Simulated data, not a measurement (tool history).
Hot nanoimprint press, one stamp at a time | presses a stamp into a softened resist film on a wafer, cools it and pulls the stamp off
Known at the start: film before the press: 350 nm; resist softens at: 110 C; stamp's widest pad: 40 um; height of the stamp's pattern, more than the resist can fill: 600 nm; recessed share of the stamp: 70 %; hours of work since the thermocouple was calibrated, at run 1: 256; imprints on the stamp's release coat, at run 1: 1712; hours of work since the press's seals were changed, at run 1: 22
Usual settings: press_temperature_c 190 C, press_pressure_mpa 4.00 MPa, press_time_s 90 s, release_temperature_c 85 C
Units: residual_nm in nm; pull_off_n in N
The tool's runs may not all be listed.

run   hour  press_temperature_c  press_pressure_mpa  press_time_s  release_temperature_c  hours of work since the thermocouple was calibrated  imprints on the stamp's release coat  hours of work since the press's seals were changed  residual_nm  pull_off_n
  1    0.0                  190                4.00            90                     85                                                  256                                  1712                                                  22        138.3         134
  2   10.1                  190                4.00            90                     85                                                  264                                  1757                                                  30        137.0         139
      15.1  -- plate thermocouple calibrated
  3   21.2                  190                5.99            90                     85                                                    5                                  1793                                                  36        109.5         134
  4   27.6                  190                4.00            45                     85                                                   10                                  1822                                                  41        175.2         134
  5   37.4                  190                4.00            90                     85                                                   18                                  1865                                                  49        137.5         138
      57.1  -- stamp cleaned and given a new release coat
  6   57.1                  190                3.06            90                     85                                                   29                                     0                                                  60        157.7         136
  7   70.9                  194                4.00            63                     85                                                   39                                    61                                                  71        138.5         132
  8   78.6                  194                4.00            63                     85                                                   46                                    96                                                  77        137.2         133
  9   89.9                  196                4.00            78                     74                                                   55                                   146                                                  86        119.9         172
 10   96.7                  187                4.00            70                     84                                                   60                                   176                                                  91        162.6         137
 11  106.6                  187                2.52            70                     84                                                   68                                   220                                                  99        203.2         134
 12  116.0                  199                5.24            48                     80                                                   75                                   262                                                 107        113.6         152

5 ways to go on from here, each from the tool as it stands after run 12. What would each give?
  A  123.6                  198                4.00           130                     80                                                   81                                   295                                                 113            ?           ?
  B  123.6                  190                4.00           175                     85                                                   81                                   295                                                 113            ?           ?
  C  123.6                  190                4.00            90                     86                                                   81                                   295                                                 113            ?           ?
  D  123.6                  190                2.55           156                     85                                                   81                                   295                                                 113            ?           ?
  E  123.6                  198                4.20            90                     85                                                   81                                   295                                                 113            ?           ?

run  residual_nm  pull_off_n
  A         93.6         150
  B        106.7         130
  C        136.3         131
  D        142.6         131
  E        105.0         132
Without the tool's hidden state the same runs would have given:
run  residual_nm  pull_off_n
  A         94.8         149
  B        108.0         130
  C        138.0         131
  D        144.4         131
  E        106.4         132

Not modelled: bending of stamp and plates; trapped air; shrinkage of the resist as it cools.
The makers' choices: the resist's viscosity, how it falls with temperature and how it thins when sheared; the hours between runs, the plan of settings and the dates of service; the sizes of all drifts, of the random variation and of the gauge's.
